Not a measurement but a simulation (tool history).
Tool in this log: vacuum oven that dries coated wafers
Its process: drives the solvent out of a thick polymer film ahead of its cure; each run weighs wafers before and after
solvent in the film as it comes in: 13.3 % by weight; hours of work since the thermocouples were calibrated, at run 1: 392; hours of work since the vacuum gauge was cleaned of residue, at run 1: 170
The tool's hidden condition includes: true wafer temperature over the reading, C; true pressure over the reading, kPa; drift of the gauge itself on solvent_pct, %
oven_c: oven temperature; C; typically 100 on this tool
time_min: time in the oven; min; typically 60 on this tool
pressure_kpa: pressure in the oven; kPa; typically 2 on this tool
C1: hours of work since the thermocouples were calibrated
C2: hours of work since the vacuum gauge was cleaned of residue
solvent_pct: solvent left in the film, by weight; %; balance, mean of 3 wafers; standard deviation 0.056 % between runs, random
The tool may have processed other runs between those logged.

run 1 hour=0 | oven_c=100 time_min=60 pressure_kpa=2 | C1=392 C2=170 | solvent_pct=2.63
run 2 hour=27.2 | oven_c=100 time_min=60 pressure_kpa=2 | C1=409 C2=187 | solvent_pct=2.38
run 3 hour=73.3 | oven_c=87 time_min=60 pressure_kpa=2 | C1=437 C2=215 | solvent_pct=5.52
run 4 hour=97.7 | oven_c=100 time_min=60 pressure_kpa=6.72 | C1=453 C2=231 | solvent_pct=7.35
run 5 hour=122.9 | oven_c=100 time_min=60 pressure_kpa=6.72 | C1=468 C2=246 | solvent_pct=7.16
run 6 hour=161.8 | oven_c=100 time_min=60 pressure_kpa=6.72 | C1=493 C2=271 | solvent_pct=7.24
run 7 hour=199.5 | oven_c=100 time_min=39 pressure_kpa=2 | C1=516 C2=294 | solvent_pct=3.19
run 8 hour=224.3 | oven_c=100 time_min=39 pressure_kpa=2 | C1=532 C2=310 | solvent_pct=3.18
run 9 hour=270.7 | oven_c=100 time_min=60 pressure_kpa=7.37 | C1=561 C2=339 | solvent_pct=7.9
run 10 hour=294.8 | oven_c=100 time_min=60 pressure_kpa=7.37 | C1=576 C2=354 | solvent_pct=7.79
run 11 hour=323.6 | oven_c=100 time_min=60 pressure_kpa=7.37 | C1=594 C2=372 | solvent_pct=7.81
run 12 hour=366.4 | oven_c=100 time_min=60 pressure_kpa=7.37 | C1=620 C2=399 | solvent_pct=7.82
run 13 hour=407 | oven_c=100 time_min=60 pressure_kpa=2 | C1=646 C2=424 | solvent_pct=2.4
run 14 hour=449.4 | oven_c=105 time_min=60 pressure_kpa=2 | C1=672 C2=450 | solvent_pct=1.81
run 15 hour=493.6 | oven_c=105 time_min=60 pressure_kpa=2 | C1=700 C2=478 | solvent_pct=1.91
run 16 hour=524.5 | oven_c=100 time_min=42 pressure_kpa=1.63 | C1=719 C2=497 | solvent_pct=2.56
run 17 hour=552.1 | oven_c=111 time_min=96 pressure_kpa=1.61 | C1=736 C2=515 | solvent_pct=1.16
run 18 hour=582.3 | oven_c=111 time_min=96 pressure_kpa=1.61 | C1=755 C2=533 | solvent_pct=1.14
run 19 hour=619.3 | oven_c=100 time_min=42 pressure_kpa=2 | C1=778 C2=557 | solvent_pct=2.82
run 20 hour=650.7 | oven_c=85 time_min=42 pressure_kpa=2 | C1=798 C2=576 | solvent_pct=7.3
run 21 hour=686.2 | oven_c=113 time_min=60 pressure_kpa=1.34 | C1=820 C2=598 | solvent_pct=0.72
-- hour=705.3 oven's thermocouples calibrated
run 22 hour=727.7 | oven_c=100 time_min=60 pressure_kpa=2.36 | C1=14 C2=623 | solvent_pct=2.82
run 23 hour=778.6 | oven_c=100 time_min=60 pressure_kpa=2.36 | C1=46 C2=655 | solvent_pct=2.81
run 24 hour=815.4 | oven_c=91 time_min=49 pressure_kpa=2 | C1=69 C2=678 | solvent_pct=4.85
run 25 hour=840.8 | oven_c=87 time_min=57 pressure_kpa=2 | C1=85 C2=694 | solvent_pct=5.76
run 26 hour=881.7 | oven_c=108 time_min=60 pressure_kpa=4.72 | C1=110 C2=719 | solvent_pct=3.79
run 27 hour=930.4 | oven_c=108 time_min=60 pressure_kpa=4.72 | C1=141 C2=750 | solvent_pct=3.74
run 28 hour=967 | oven_c=105 time_min=65 pressure_kpa=4.72 | C1=164 C2=773 | solvent_pct=4.2
run 29 hour=1019.7 | oven_c=105 time_min=65 pressure_kpa=4.72 | C1=196 C2=805 | solvent_pct=4.17
run 30 hour=1047 | oven_c=105 time_min=31 pressure_kpa=4.72 | C1=213 C2=823 | solvent_pct=4.81

Forecast each of these 5 alternatives for the next run:
run A hour=1088.2 | oven_c=90 time_min=60 pressure_kpa=2 | C1=239 C2=848 | solvent_pct=?
run B hour=1088.2 | oven_c=100 time_min=55 pressure_kpa=1.27 | C1=239 C2=848 | solvent_pct=?
run C hour=1088.2 | oven_c=105 time_min=49 pressure_kpa=2.05 | C1=239 C2=848 | solvent_pct=?
run D hour=1088.2 | oven_c=93 time_min=77 pressure_kpa=5.62 | C1=239 C2=848 | solvent_pct=?
run E hour=1088.2 | oven_c=97 time_min=35 pressure_kpa=1.85 | C1=239 C2=848 | solvent_pct=?

run=A solvent_pct=4.64
run=B solvent_pct=1.74
run=C solvent_pct=2
run=D solvent_pct=7.86
run=E solvent_pct=4.06
With no hidden state in the tool, these same runs would have given:
run=A solvent_pct=4.64
run=B solvent_pct=1.74
run=C solvent_pct=2
run=D solvent_pct=7.86
run=E solvent_pct=4.05
